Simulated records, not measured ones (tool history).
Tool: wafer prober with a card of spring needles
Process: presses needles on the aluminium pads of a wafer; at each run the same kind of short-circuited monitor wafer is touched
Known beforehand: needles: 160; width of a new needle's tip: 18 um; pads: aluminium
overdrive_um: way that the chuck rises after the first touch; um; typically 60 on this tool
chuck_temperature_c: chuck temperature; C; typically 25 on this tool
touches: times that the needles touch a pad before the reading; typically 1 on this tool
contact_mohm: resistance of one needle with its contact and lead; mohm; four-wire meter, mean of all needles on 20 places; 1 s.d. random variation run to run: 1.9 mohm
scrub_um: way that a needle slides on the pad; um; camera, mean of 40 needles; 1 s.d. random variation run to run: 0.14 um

run	day	overdrive_um	chuck_temperature_c	touches	contact_mohm	scrub_um
1	0.000	60	25	1	333	12.60
# day 0.300: tips cleaned on abrasive film
# day 0.600: tips cleaned on abrasive film
# day 0.975: tips cleaned on abrasive film
# day 1.275: tips cleaned on abrasive film
# day 1.650: tips cleaned on abrasive film
# day 2.021: tips cleaned on abrasive film
# day 2.108: height of the first contact set anew
# day 2.333: tips cleaned on abrasive film
2	2.529	60	25	1	723	12.36
# day 2.679: tips cleaned on abrasive film
# day 3.179: card fitted with new needles
# day 3.554: tips cleaned on abrasive film
# day 3.929: tips cleaned on abrasive film
# day 4.304: tips cleaned on abrasive film
# day 4.675: tips cleaned on abrasive film
# day 5.050: tips cleaned on abrasive film
# day 5.350: tips cleaned on abrasive film
3	5.388	60	25	1	266	13.50
# day 5.688: tips cleaned on abrasive film
# day 6.058: tips cleaned on abrasive film
# day 6.433: tips cleaned on abrasive film
# day 6.808: tips cleaned on abrasive film
4	6.929	60	25	1	356	13.20
# day 7.158: tips cleaned on abrasive film
# day 7.458: tips cleaned on abrasive film
# day 7.829: tips cleaned on abrasive film
# day 8.204: tips cleaned on abrasive film
# day 8.367: height of the first contact set anew, once more
# day 8.517: tips cleaned on abrasive film
5	8.679	60	25	1	373	13.62
# day 8.833: tips cleaned on abrasive film
# day 9.208: tips cleaned on abrasive film
# day 9.508: tips cleaned on abrasive film
# day 9.879: tips cleaned on abrasive film
# day 10.254: tips cleaned on abrasive film
# day 10.629: tips cleaned on abrasive film
# day 11.004: tips cleaned on abrasive film
6	11.279	60	25	1	445	13.02
# day 11.358: tips cleaned on abrasive film
# day 11.733: tips cleaned on abrasive film
# day 12.033: tips cleaned on abrasive film
# day 12.333: tips cleaned on abrasive film
# day 12.704: tips cleaned on abrasive film
# day 13.004: tips cleaned on abrasive film
# day 13.342: tips cleaned on abrasive film
7	13.342	45	66	1	258	9.76
# day 13.642: tips cleaned on abrasive film
# day 14.017: tips cleaned on abrasive film
# day 14.392: tips cleaned on abrasive film
# day 14.767: tips cleaned on abrasive film
# day 15.138: tips cleaned on abrasive film
# day 15.512: tips cleaned on abrasive film
# day 15.888: tips cleaned on abrasive film
8	16.058	62	46	2	321	13.41
# day 16.212: tips cleaned on abrasive film
# day 16.512: tips cleaned on abrasive film
# day 16.888: tips cleaned on abrasive film
# day 17.258: tips cleaned on abrasive film
# day 17.633: tips cleaned on abrasive film
# day 18.008: tips cleaned on abrasive film
# day 18.308: tips cleaned on abrasive film
9	18.504	50	64	1	586	10.60
# day 18.658: tips cleaned on abrasive film
# day 19.033: tips cleaned on abrasive film
# day 19.333: tips cleaned on abrasive film
# day 19.704: tips cleaned on abrasive film
# day 20.004: tips cleaned on abrasive film
# day 20.379: tips cleaned on abrasive film
# day 20.679: tips cleaned on abrasive film
# day 21.054: tips cleaned on abrasive film
10	21.058	74	34	2	215	15.65
# day 21.358: tips cleaned on abrasive film
# day 21.733: tips cleaned on abrasive film
# day 22.042: height of the first contact set anew
# day 22.117: tips cleaned on abrasive film
# day 22.492: tips cleaned on abrasive film
11	22.608	40	62	2	447	8.71

Below are 3 alternative next runs, each starting from the tool's condition after run 11. Predict each:
# day 22.838: tips cleaned on abrasive film
# day 23.208: tips cleaned on abrasive film
# day 23.583: tips cleaned on abrasive film
# day 23.958: tips cleaned on abrasive film
A	23.971	44	51	2	?	?
# day 22.838: tips cleaned on abrasive film
# day 23.208: tips cleaned on abrasive film
# day 23.583: tips cleaned on abrasive film
# day 23.958: tips cleaned on abrasive film
B	23.971	40	62	2	?	?
# day 22.838: tips cleaned on abrasive film
# day 23.208: tips cleaned on abrasive film
# day 23.583: tips cleaned on abrasive film
# day 23.958: tips cleaned on abrasive film
C	23.971	60	89	1	?	?

run	contact_mohm	scrub_um
A	277	9.73
B	300	8.91
C	273	13.28
With the hidden condition removed and each run's random variation left untouched, the same runs would have given:
run	contact_mohm	scrub_um
A	215	9.88
B	226	9.05
C	220	13.42
